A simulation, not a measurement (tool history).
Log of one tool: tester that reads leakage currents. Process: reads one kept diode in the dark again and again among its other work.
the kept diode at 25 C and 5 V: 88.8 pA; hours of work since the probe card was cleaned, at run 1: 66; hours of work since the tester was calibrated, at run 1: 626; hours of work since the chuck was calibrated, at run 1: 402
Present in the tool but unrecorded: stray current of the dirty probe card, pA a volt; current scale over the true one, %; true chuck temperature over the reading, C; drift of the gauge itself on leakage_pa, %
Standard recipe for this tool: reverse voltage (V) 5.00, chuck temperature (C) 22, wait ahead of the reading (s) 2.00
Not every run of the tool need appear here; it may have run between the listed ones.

run,hour,reverse voltage (V),chuck temperature (C),wait ahead of the reading (s),hours of work since the probe card was cleaned,hours of work since the tester was calibrated,hours of work since the chuck was calibrated,current that the tester gives (pA)
1,0.0,5.00,22,2.00,66,626,402,69.99
2,111.6,5.00,22,2.00,126,686,462,70.26
3,234.1,5.00,22,2.00,192,752,528,71.07
4,374.1,5.00,20,2.00,267,827,603,60.20
5,443.7,5.00,20,2.00,304,864,640,60.17
6,533.7,2.86,20,2.00,353,912,688,43.89
7,682.6,5.44,20,2.00,433,992,768,63.94
8,791.3,2.02,20,2.00,491,1051,827,36.37
9,897.6,2.02,20,2.00,548,1108,884,36.88
# hour 910.0: chuck's temperature calibrated
10,1040.4,2.02,20,2.00,623,1183,70,34.80
11,1143.4,2.02,20,2.00,679,1238,125,35.08
12,1210.3,2.02,20,2.00,715,1274,161,35.13
13,1343.4,2.02,20,2.00,786,1346,233,35.55
14,1493.6,2.02,20,2.00,867,1426,313,35.56
15,1573.0,5.00,22,2.83,909,1469,356,71.04
16,1717.7,5.00,22,2.00,987,1547,433,72.20
17,1812.2,5.00,22,2.00,1038,1597,484,72.25
18,1894.7,5.00,22,2.00,1082,1642,528,72.25
19,1986.1,9.76,22,2.00,1131,1691,577,107.34
20,2058.7,9.76,22,2.00,1170,1730,616,108.13
21,2183.2,10.27,23,3.19,1237,1796,683,120.98
22,2263.5,5.00,22,6.95,1280,1840,726,73.34
23,2398.8,1.13,25,2.00,1352,1912,799,40.80
24,2552.7,2.02,43,3.74,1435,1995,881,243.02
# hour 2575.2: chuck's temperature calibrated
25,2699.6,5.00,32,2.00,1513,2072,67,162.72
26,2816.5,16.68,28,0.57,1575,2135,129,243.41
27,2911.1,16.68,37,0.57,1626,2186,180,494.41
28,3062.0,4.46,47,5.31,1707,2267,261,494.59
29,3202.1,4.46,47,6.98,1782,2342,336,500.50
30,3342.2,18.97,41,2.00,1858,2417,412,729.91
31,3406.8,18.97,38,2.00,1892,2452,446,577.09
32,3519.5,7.93,22,2.00,1953,2512,507,96.77
33,3644.1,3.74,22,3.21,2020,2579,574,62.16
34,3749.9,6.32,49,0.99,2076,2636,630,716.75
35,3891.0,9.55,54,0.41,2152,2712,706,1315.60
36,3998.8,9.55,54,0.41,2210,2770,764,1316.88
37,4153.3,1.44,54,0.41,2293,2853,847,454.03
# hour 4233.8: chuck's temperature calibrated
38,4242.1,1.44,54,0.41,2339,2899,4,436.68
39,4397.0,1.44,31,0.41,2423,2982,88,75.51
40,4540.9,9.18,22,5.61,2500,3060,165,104.41

Each row is a separate what-if for the run after 40, all from the same tool condition, not one after another. Results?
A,4648.5,5.00,22,5.41,2558,3117,223,?
B,4648.5,7.30,44,2.58,2558,3117,223,?
C,4648.5,7.24,39,0.35,2558,3117,223,?
D,4648.5,9.18,23,5.61,2558,3117,223,?

run,current that the tester gives (pA)
A,72.81
B,526.41
C,364.26
D,113.63
The same runs, with their run-to-run variation unchanged, on a tool lacking any hidden condition would have given:
run,current that the tester gives (pA)
A,68.28
B,517.10
C,356.02
D,105.49
